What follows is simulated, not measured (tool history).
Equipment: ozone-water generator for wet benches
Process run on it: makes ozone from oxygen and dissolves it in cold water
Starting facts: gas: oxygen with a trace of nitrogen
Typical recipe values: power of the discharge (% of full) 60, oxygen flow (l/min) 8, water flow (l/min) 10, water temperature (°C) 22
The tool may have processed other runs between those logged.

| run | hour | power of the discharge (% of full) | oxygen flow (l/min) | water flow (l/min) | water temperature (°C) | dissolved ozone (ppm) | ozone in the gas ahead of the water (g/m3) |
|---|---|---|---|---|---|---|---|
| 1 | 0 | 60 | 8 | 10 | 22 | 31.7 | 179.5 |
| 2 | 54.2 | 60 | 4.48 | 10 | 22 | 33.9 | 233.8 |
| 3 | 89.6 | 60 | 4.48 | 10 | 22 | 34.3 | 233.7 |
| 4 | 133 | 60 | 8 | 10 | 22 | 31.8 | 177.2 |
| 5 | 189.8 | 60 | 8 | 10 | 22 | 31.2 | 179.8 |
| 6 | 221.5 | 60 | 8 | 10 | 22 | 31.5 | 180 |
| 7 | 272.2 | 60 | 8 | 10 | 22 | 31.3 | 177.5 |
| 8 | 295.8 | 60 | 8 | 10 | 22 | 31.8 | 178.9 |
| 9 | 320.1 | 60 | 10.36 | 10 | 22 | 30 | 160.3 |
| 10 | 348.7 | 60 | 8 | 10 | 22 | 31.5 | 178.6 |
| 11 | 391.2 | 60 | 8 | 10 | 22 | 31.9 | 179.3 |
| 12 | 442.5 | 44 | 8 | 10 | 22 | 25.3 | 143.3 |
| 13 | 482.5 | 44 | 8 | 10 | 22 | 25 | 143.3 |
| 14 | 514.6 | 44 | 8 | 10 | 22 | 25.1 | 141.7 |
| 15 | 543.1 | 44 | 8 | 10 | 22 | 25.4 | 142.1 |
| 16 | 578 | 44 | 8 | 10 | 22 | 25.5 | 142.7 |
| 17 | 631.6 | 44 | 8 | 10 | 22 | 24.8 | 142.4 |
| 18 | 661.8 | 44 | 7.36 | 7 | 22 | 29.6 | 147.6 |
| 19 | 717.2 | 44 | 7.36 | 7 | 22 | 29.4 | 146.3 |
| 20 | 743 | 44 | 7.36 | 7 | 22 | 29.2 | 148 |
| 21 | 770.4 | 60 | 5.38 | 10 | 22 | 32.9 | 212.7 |
| 22 | 798.7 | 73 | 10.27 | 10 | 22 | 34.4 | 183.1 |
| 23 | 823 | 60 | 8 | 10 | 21 | 32 | 176.7 |
| 24 | 860.3 | 60 | 8 | 10 | 21 | 32 | 178.3 |
| 25 | 893.6 | 60 | 8 | 10 | 16 | 35.9 | 177.5 |
| 26 | 922.4 | 60 | 8 | 10 | 16 | 35.8 | 176.3 |
| 27 | 959 | 96 | 8 | 11 | 22 | 42.1 | 249.6 |
| 28 | 1001.9 | 96 | 8 | 11 | 22 | 41.5 | 246.8 |
| 29 | 1044 | 96 | 13.71 | 11 | 29 | 30.4 | 195.7 |
| 30 | 1100.9 | 96 | 13.71 | 11 | 29 | 30.5 | 193.7 |
| 31 | 1142.1 | 96 | 13.71 | 11 | 29 | 31 | 194.2 |
| 32 | 1182.1 | 49 | 13.71 | 11 | 29 | 18.8 | 121.1 |
| 33 | 1233.7 | 49 | 13.71 | 11 | 29 | 19.2 | 120.4 |
| 34 | 1288.4 | 49 | 13.71 | 11 | 29 | 19.1 | 119.6 |

Per-run results on a tool with no hidden state, each run keeping its own random variation:
The tool's hidden condition here consists of: yield of the discharge, % of new electrodes'; contactor's efficiency, % of a clean one's; true water temperature over the reading, C; drift of the gauge itself on ozone_ppm, %; drift of the gauge itself on gas_g_m3, %.
| run | dissolved ozone (ppm) | ozone in the gas ahead of the water (g/m3) |
|---|---|---|
| 1 | 32.8 | 184.3 |
| 2 | 35.1 | 240.1 |
| 3 | 35.6 | 240.1 |
| 4 | 33.1 | 182.2 |
| 5 | 32.5 | 185 |
| 6 | 32.8 | 185.2 |
| 7 | 32.6 | 182.8 |
| 8 | 33.1 | 184.3 |
| 9 | 31.2 | 165.2 |
| 10 | 32.8 | 184.1 |
| 11 | 33.3 | 184.9 |
| 12 | 26.1 | 146.7 |
| 13 | 25.9 | 146.8 |
| 14 | 26 | 145.2 |
| 15 | 26.3 | 145.6 |
| 16 | 26.4 | 146.2 |
| 17 | 25.8 | 146 |
| 18 | 30.7 | 151.4 |
| 19 | 30.4 | 150.1 |
| 20 | 30.3 | 151.8 |
| 21 | 34.5 | 220.3 |
| 22 | 36.3 | 190.7 |
| 23 | 33.6 | 183.1 |
| 24 | 33.6 | 184.9 |
| 25 | 37.7 | 184.1 |
| 26 | 37.6 | 183 |
| 27 | 44.9 | 262.7 |
| 28 | 44.3 | 260 |
| 29 | 32.5 | 206.3 |
| 30 | 32.7 | 204.4 |
| 31 | 33.2 | 205.1 |
| 32 | 19.7 | 125.2 |
| 33 | 20.1 | 124.5 |
| 34 | 20 | 123.8 |

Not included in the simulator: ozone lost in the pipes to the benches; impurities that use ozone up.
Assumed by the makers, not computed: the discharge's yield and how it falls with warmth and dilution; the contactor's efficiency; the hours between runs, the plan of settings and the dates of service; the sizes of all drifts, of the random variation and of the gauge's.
